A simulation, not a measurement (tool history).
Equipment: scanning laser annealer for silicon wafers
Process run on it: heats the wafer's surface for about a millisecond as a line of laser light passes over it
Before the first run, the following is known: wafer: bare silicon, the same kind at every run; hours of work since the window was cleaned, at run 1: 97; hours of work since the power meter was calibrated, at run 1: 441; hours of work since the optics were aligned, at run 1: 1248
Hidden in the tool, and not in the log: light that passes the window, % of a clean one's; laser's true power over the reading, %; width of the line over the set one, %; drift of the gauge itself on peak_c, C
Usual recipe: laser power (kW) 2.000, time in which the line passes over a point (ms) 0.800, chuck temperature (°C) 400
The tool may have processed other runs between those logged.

| run | hour | laser power (kW) | time in which the line passes over a point (ms) | chuck temperature (°C) | hours of work since the window was cleaned | hours of work since the power meter was calibrated | hours of work since the optics were aligned | highest temperature of the surface (°C) |
|---|---|---|---|---|---|---|---|---|
| 1 | 0.0 | 2.000 | 0.800 | 400 | 97 | 441 | 1248 | 1191 |
| 2 | 20.8 | 2.061 | 0.800 | 400 | 107 | 450 | 1257 | 1219 |
| 3 | 58.0 | 2.000 | 0.800 | 400 | 124 | 467 | 1274 | 1189 |
| 4 | 90.7 | 2.000 | 0.681 | 400 | 139 | 483 | 1290 | 1119 |
| 5 | 118.3 | 2.000 | 0.681 | 400 | 152 | 495 | 1302 | 1118 |
| 6 | 136.0 | 2.000 | 0.681 | 400 | 160 | 503 | 1310 | 1123 |
| 7 | 159.0 | 2.103 | 0.681 | 400 | 170 | 514 | 1321 | 1165 |
| 8 | 181.1 | 2.103 | 0.681 | 400 | 181 | 524 | 1331 | 1166 |
| 9 | 215.2 | 2.000 | 0.800 | 435 | 196 | 540 | 1347 | 1224 |
| 10 | 235.8 | 2.000 | 0.800 | 400 | 206 | 549 | 1356 | 1191 |
| 11 | 264.3 | 2.000 | 0.800 | 369 | 219 | 563 | 1370 | 1157 |
| 12 | 280.0 | 2.000 | 0.800 | 369 | 226 | 570 | 1377 | 1162 |
|  | 294.3 | optics aligned, line set to its width |
| 13 | 320.9 | 2.000 | 0.800 | 369 | 243 | 586 | 12 | 1159 |
| 14 | 344.9 | 2.000 | 0.800 | 393 | 254 | 597 | 23 | 1184 |
| 15 | 366.5 | 2.000 | 0.800 | 393 | 264 | 607 | 33 | 1185 |
| 16 | 382.5 | 2.000 | 0.800 | 397 | 271 | 615 | 41 | 1187 |
| 17 | 405.3 | 2.000 | 0.800 | 361 | 282 | 625 | 51 | 1151 |
| 18 | 442.6 | 2.000 | 0.728 | 400 | 299 | 642 | 68 | 1149 |
| 19 | 462.4 | 2.000 | 0.728 | 400 | 308 | 652 | 78 | 1146 |
| 20 | 485.8 | 2.000 | 0.728 | 400 | 319 | 662 | 88 | 1151 |
| 21 | 518.4 | 1.984 | 1.000 | 379 | 334 | 677 | 103 | 1266 |
| 22 | 554.1 | 1.984 | 1.000 | 379 | 350 | 694 | 120 | 1266 |
| 23 | 584.0 | 2.140 | 0.700 | 440 | 364 | 708 | 134 | 1231 |
| 24 | 599.2 | 2.140 | 0.700 | 440 | 371 | 715 | 141 | 1229 |
| 25 | 621.9 | 2.140 | 0.700 | 418 | 381 | 725 | 151 | 1211 |
| 26 | 652.6 | 2.178 | 0.596 | 418 | 396 | 739 | 165 | 1152 |
| 27 | 669.7 | 1.837 | 0.916 | 369 | 403 | 747 | 173 | 1142 |
| 28 | 688.9 | 1.837 | 0.916 | 369 | 412 | 756 | 182 | 1140 |
| 29 | 725.8 | 1.837 | 0.916 | 369 | 429 | 773 | 199 | 1138 |
| 30 | 743.4 | 1.837 | 0.916 | 369 | 437 | 781 | 207 | 1142 |
| 31 | 759.6 | 2.145 | 0.800 | 365 | 445 | 788 | 214 | 1220 |
| 32 | 776.5 | 1.889 | 0.672 | 419 | 453 | 796 | 222 | 1090 |
| 33 | 806.4 | 1.832 | 0.690 | 398 | 466 | 810 | 236 | 1056 |
| 34 | 841.3 | 1.778 | 0.584 | 409 | 483 | 826 | 252 | 987 |
| 35 | 876.7 | 1.778 | 0.584 | 409 | 499 | 842 | 268 | 986 |
| 36 | 903.9 | 2.000 | 0.799 | 377 | 511 | 855 | 281 | 1164 |
| 37 | 939.1 | 1.813 | 0.799 | 377 | 528 | 871 | 297 | 1083 |
| 38 | 959.0 | 2.131 | 0.975 | 377 | 537 | 880 | 306 | 1326 |
| 39 | 990.3 | 2.089 | 0.850 | 398 | 551 | 895 | 321 | 1260 |

Describe how what the log doesn't record of the tool's condition differs between the last listed run preceding each entry between runs and the first listed run following it.
Runs 12 to 13: optics aligned, line set to its width (hour 294.3)
  width of the line over the set one, %: 0.03 -> 0
